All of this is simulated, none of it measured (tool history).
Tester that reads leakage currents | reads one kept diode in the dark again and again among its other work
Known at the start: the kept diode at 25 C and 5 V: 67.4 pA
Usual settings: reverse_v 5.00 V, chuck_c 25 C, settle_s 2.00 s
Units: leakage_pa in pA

run	hour	reverse_v	chuck_c	settle_s	leakage_pa
1	0.0	5.00	25	2.00	70.76
2	117.5	5.00	25	2.00	70.00
3	186.1	5.00	25	2.00	69.01
4	259.0	5.00	25	2.00	68.50
5	320.3	5.00	25	2.00	67.81
6	390.3	5.00	25	2.00	67.11
# hour 459.0: chuck's temperature calibrated
7	476.1	5.00	25	2.00	77.22
8	571.8	5.00	25	2.00	76.24
# hour 613.8: probe card cleaned and baked
9	660.9	5.00	25	2.00	64.88
10	737.1	5.00	25	2.00	63.96
11	795.8	5.00	25	2.00	63.51
12	897.7	5.00	25	0.48	65.34
13	993.5	5.00	51	2.00	631.76
14	1113.1	5.00	51	2.00	619.04
15	1213.6	5.10	60	2.61	1269.98
# hour 1221.8: tester calibrated
16	1294.8	2.77	31	0.50	85.98
# hour 1339.9: chuck's temperature calibrated
17	1382.2	2.77	31	0.50	100.98
18	1458.9	2.77	31	0.50	98.83
# hour 1520.6: tester calibrated, once more
19	1520.6	2.77	47	0.87	399.87
20	1573.6	5.00	29	8.47	98.50
21	1630.4	17.35	49	2.00	848.05
22	1716.8	4.36	30	0.53	103.03
23	1797.0	4.36	30	0.53	101.21
24	1914.5	1.11	36	0.63	105.41
25	2024.2	1.04	26	2.20	39.87
26	2109.6	1.04	41	6.05	154.84
27	2205.3	4.68	28	9.59	78.93
# hour 2218.2: chuck's temperature calibrated
28	2324.1	4.68	28	9.59	92.28

Forecast each of these 5 alternatives for the next run:
A	2403.3	1.13	25	2.32	?
B	2403.3	2.52	25	2.17	?
C	2403.3	7.15	24	2.00	?
D	2403.3	1.03	46	2.03	?
E	2403.3	2.31	28	4.34	?

run	leakage_pa
A	41.55
B	55.62
C	76.88
D	268.52
E	70.74
Without the tool's hidden state the same runs would have given:
run	leakage_pa
A	41.96
B	54.67
C	70.17
D	278.70
E	70.79
